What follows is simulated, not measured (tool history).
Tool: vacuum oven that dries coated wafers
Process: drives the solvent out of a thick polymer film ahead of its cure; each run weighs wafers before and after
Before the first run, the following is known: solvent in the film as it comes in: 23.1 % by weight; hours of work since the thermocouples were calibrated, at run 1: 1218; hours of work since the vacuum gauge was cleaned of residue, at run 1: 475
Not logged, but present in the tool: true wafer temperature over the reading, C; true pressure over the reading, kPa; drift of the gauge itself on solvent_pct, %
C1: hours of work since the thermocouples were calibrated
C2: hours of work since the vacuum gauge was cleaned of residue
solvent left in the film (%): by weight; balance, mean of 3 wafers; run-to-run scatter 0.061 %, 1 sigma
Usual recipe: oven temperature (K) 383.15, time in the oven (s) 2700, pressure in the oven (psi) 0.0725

{"run": 1, "hour": 0.0, "oven temperature (K)": 383.15, "time in the oven (s)": 2700, "pressure in the oven (psi)": 0.0725, "C1": 1218, "C2": 475, "solvent left in the film (%)": 5.45}
{"run": 2, "hour": 8.2, "oven temperature (K)": 383.15, "time in the oven (s)": 2700, "pressure in the oven (psi)": 0.0725, "C1": 1223, "C2": 481, "solvent left in the film (%)": 5.53}
{"run": 3, "hour": 25.6, "oven temperature (K)": 386.15, "time in the oven (s)": 2700, "pressure in the oven (psi)": 0.0725, "C1": 1235, "C2": 493, "solvent left in the film (%)": 4.43}
{"run": 4, "hour": 34.4, "oven temperature (K)": 386.15, "time in the oven (s)": 2700, "pressure in the oven (psi)": 0.0725, "C1": 1242, "C2": 499, "solvent left in the film (%)": 4.45}
{"run": 5, "hour": 45.7, "oven temperature (K)": 383.15, "time in the oven (s)": 2700, "pressure in the oven (psi)": 0.0725, "C1": 1249, "C2": 507, "solvent left in the film (%)": 5.45}
{"run": 6, "hour": 55.3, "oven temperature (K)": 383.15, "time in the oven (s)": 2700, "pressure in the oven (psi)": 0.102, "C1": 1256, "C2": 513, "solvent left in the film (%)": 5.74}
{"run": 7, "hour": 70.0, "oven temperature (K)": 377.15, "time in the oven (s)": 2700, "pressure in the oven (psi)": 0.0725, "C1": 1266, "C2": 524, "solvent left in the film (%)": 7.93}
{"run": 8, "hour": 83.7, "oven temperature (K)": 377.15, "time in the oven (s)": 2700, "pressure in the oven (psi)": 0.0725, "C1": 1276, "C2": 533, "solvent left in the film (%)": 7.98}
{"run": 9, "hour": 99.2, "oven temperature (K)": 377.15, "time in the oven (s)": 2700, "pressure in the oven (psi)": 0.0725, "C1": 1287, "C2": 544, "solvent left in the film (%)": 7.86}
{"run": 10, "hour": 110.3, "oven temperature (K)": 377.15, "time in the oven (s)": 2700, "pressure in the oven (psi)": 0.0725, "C1": 1294, "C2": 552, "solvent left in the film (%)": 8.03}
{"run": 11, "hour": 118.5, "oven temperature (K)": 383.15, "time in the oven (s)": 2700, "pressure in the oven (psi)": 0.0725, "C1": 1300, "C2": 557, "solvent left in the film (%)": 5.61}
{"run": 12, "hour": 127.4, "oven temperature (K)": 383.15, "time in the oven (s)": 2700, "pressure in the oven (psi)": 0.0725, "C1": 1306, "C2": 564, "solvent left in the film (%)": 5.66}
{"run": 13, "hour": 138.8, "oven temperature (K)": 393.15, "time in the oven (s)": 2700, "pressure in the oven (psi)": 0.2631, "C1": 1314, "C2": 572, "solvent left in the film (%)": 2.89}
{"run": 14, "hour": 147.5, "oven temperature (K)": 379.15, "time in the oven (s)": 2640, "pressure in the oven (psi)": 0.0477, "C1": 1320, "C2": 578, "solvent left in the film (%)": 7.19}
{"run": 15, "hour": 162.6, "oven temperature (K)": 379.15, "time in the oven (s)": 1980, "pressure in the oven (psi)": 0.1693, "C1": 1331, "C2": 588, "solvent left in the film (%)": 9.42}
{"run": 16, "hour": 176.3, "oven temperature (K)": 394.15, "time in the oven (s)": 1980, "pressure in the oven (psi)": 0.2126, "C1": 1340, "C2": 598, "solvent left in the film (%)": 3.92}
{"hour": 189.8, "done": "oven's thermocouples calibrated"}
{"run": 17, "hour": 193.4, "oven temperature (K)": 374.15, "time in the oven (s)": 3060, "pressure in the oven (psi)": 0.0484, "C1": 3, "C2": 608, "solvent left in the film (%)": 7.23}
{"run": 18, "hour": 208.2, "oven temperature (K)": 382.15, "time in the oven (s)": 3060, "pressure in the oven (psi)": 0.2364, "C1": 13, "C2": 618, "solvent left in the film (%)": 4.76}
{"run": 19, "hour": 225.2, "oven temperature (K)": 382.15, "time in the oven (s)": 3060, "pressure in the oven (psi)": 0.2364, "C1": 25, "C2": 630, "solvent left in the film (%)": 4.75}
{"run": 20, "hour": 239.2, "oven temperature (K)": 382.15, "time in the oven (s)": 3060, "pressure in the oven (psi)": 0.2364, "C1": 34, "C2": 640, "solvent left in the film (%)": 4.74}
{"run": 21, "hour": 251.2, "oven temperature (K)": 376.15, "time in the oven (s)": 3060, "pressure in the oven (psi)": 0.1034, "C1": 43, "C2": 648, "solvent left in the film (%)": 6.47}
{"run": 22, "hour": 269.2, "oven temperature (K)": 369.15, "time in the oven (s)": 4260, "pressure in the oven (psi)": 0.1536, "C1": 55, "C2": 661, "solvent left in the film (%)": 7.46}
{"run": 23, "hour": 277.9, "oven temperature (K)": 369.15, "time in the oven (s)": 4260, "pressure in the oven (psi)": 0.1536, "C1": 61, "C2": 667, "solvent left in the film (%)": 7.48}
{"run": 24, "hour": 295.9, "oven temperature (K)": 369.15, "time in the oven (s)": 4260, "pressure in the oven (psi)": 0.1536, "C1": 74, "C2": 679, "solvent left in the film (%)": 7.61}

Some steps in solvent left in the film (%), run to run, broken into two amounts with sign: the step expected even without the hidden condition (settings, incoming material, random variation), and the rest, left for the hidden condition together with whatever gauge scatter is not in both the measured and the hidden-condition-free result:
Run 13 -> 14: oven temperature (K) 393.15 -> 379.15, time in the oven (s) 2700 -> 2640, pressure in the oven (psi) 0.2631 -> 0.0477. solvent left in the film (%) +4.3: hidden state +0.49, all else +3.81.
Run 15 -> 16: oven temperature (K) 379.15 -> 394.15, pressure in the oven (psi) 0.1693 -> 0.2126. solvent left in the film (%) -5.5: hidden state -0.28, all else -5.22.
Run 16 -> 17: oven temperature (K) 394.15 -> 374.15, time in the oven (s) 1980 -> 3060, pressure in the oven (psi) 0.2126 -> 0.0484, oven's thermocouples calibrated. solvent left in the film (%) +3.31: hidden state -0.81, all else +4.12.
